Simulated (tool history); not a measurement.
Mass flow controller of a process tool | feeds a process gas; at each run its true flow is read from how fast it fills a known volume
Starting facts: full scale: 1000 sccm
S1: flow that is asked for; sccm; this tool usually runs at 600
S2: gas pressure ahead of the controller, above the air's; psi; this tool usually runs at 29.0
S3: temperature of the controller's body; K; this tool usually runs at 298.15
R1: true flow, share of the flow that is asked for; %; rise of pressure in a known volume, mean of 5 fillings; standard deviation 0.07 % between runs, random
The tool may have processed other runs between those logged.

| run | day | S1 | S2 | S3 | R1 |
|---|---|---|---|---|---|
| 1 | 0.000 | 600 | 29.0 | 298.15 | 98.70 |
| 2 | 13.150 | 600 | 29.0 | 298.15 | 98.62 |
| 3 | 22.012 | 600 | 29.0 | 298.15 | 98.51 |
| 4 | 30.988 | 511 | 29.0 | 298.15 | 98.32 |
| 5 | 46.138 | 511 | 29.0 | 298.15 | 98.09 |
| 6 | 55.012 | 600 | 20.9 | 298.15 | 98.64 |
| 7 | 65.350 | 600 | 20.9 | 298.15 | 98.50 |
| 8 | 72.821 | 600 | 20.9 | 298.15 | 98.39 |
| 9 | 87.621 | 600 | 20.9 | 298.15 | 98.27 |
| 10 | 96.467 | 600 | 29.0 | 310.15 | 98.37 |
| 11 | 111.338 | 600 | 29.0 | 310.15 | 98.23 |
| 12 | 126.796 | 132 | 29.0 | 298.15 | 94.54 |
| 13 | 133.975 | 132 | 29.0 | 298.15 | 94.41 |
| 14 | 147.500 | 132 | 20.6 | 298.15 | 94.13 |
| 15 | 154.908 | 132 | 20.6 | 298.15 | 94.15 |
|  | 156.100 | controller's zero set anew |
| 16 | 163.867 | 132 | 24.5 | 298.15 | 92.89 |
| 17 | 176.021 | 132 | 24.5 | 298.15 | 92.68 |
|  | 184.729 | controller's zero set anew, once more |
| 18 | 184.729 | 132 | 24.5 | 298.15 | 97.16 |
| 19 | 194.933 | 132 | 24.5 | 298.15 | 97.16 |
| 20 | 206.362 | 937 | 28.1 | 298.15 | 98.77 |
| 21 | 216.654 | 937 | 28.1 | 298.15 | 98.63 |
| 22 | 230.600 | 246 | 28.4 | 308.15 | 97.08 |
| 23 | 240.196 | 246 | 28.4 | 308.15 | 96.91 |
| 24 | 248.158 | 246 | 28.4 | 308.15 | 96.91 |
| 25 | 259.071 | 246 | 28.4 | 308.15 | 96.63 |
| 26 | 270.279 | 600 | 21.2 | 297.15 | 97.54 |
| 27 | 278.546 | 600 | 21.2 | 297.15 | 97.49 |
| 28 | 288.125 | 329 | 29.0 | 304.15 | 96.60 |
| 29 | 298.258 | 258 | 29.0 | 304.15 | 96.15 |
| 30 | 304.533 | 258 | 29.0 | 304.15 | 96.07 |

5 ways to go on from here, each from the tool as it stands after run 30. What would each give?
| A | 311.242 | 600 | 30.7 | 299.15 | ? |
| B | 311.242 | 600 | 29.0 | 309.15 | ? |
| C | 311.242 | 294 | 25.7 | 304.15 | ? |
| D | 311.242 | 324 | 29.0 | 304.15 | ? |
| E | 311.242 | 600 | 27.3 | 298.15 | ? |

| run | R1 |
|---|---|
| A | 97.13 |
| B | 97.51 |
| C | 96.17 |
| D | 96.35 |
| E | 97.15 |
What these runs would have given with no unlogged condition in the tool:
| run | R1 |
|---|---|
| A | 99.29 |
| B | 99.67 |
| C | 98.81 |
| D | 98.91 |
| E | 99.30 |
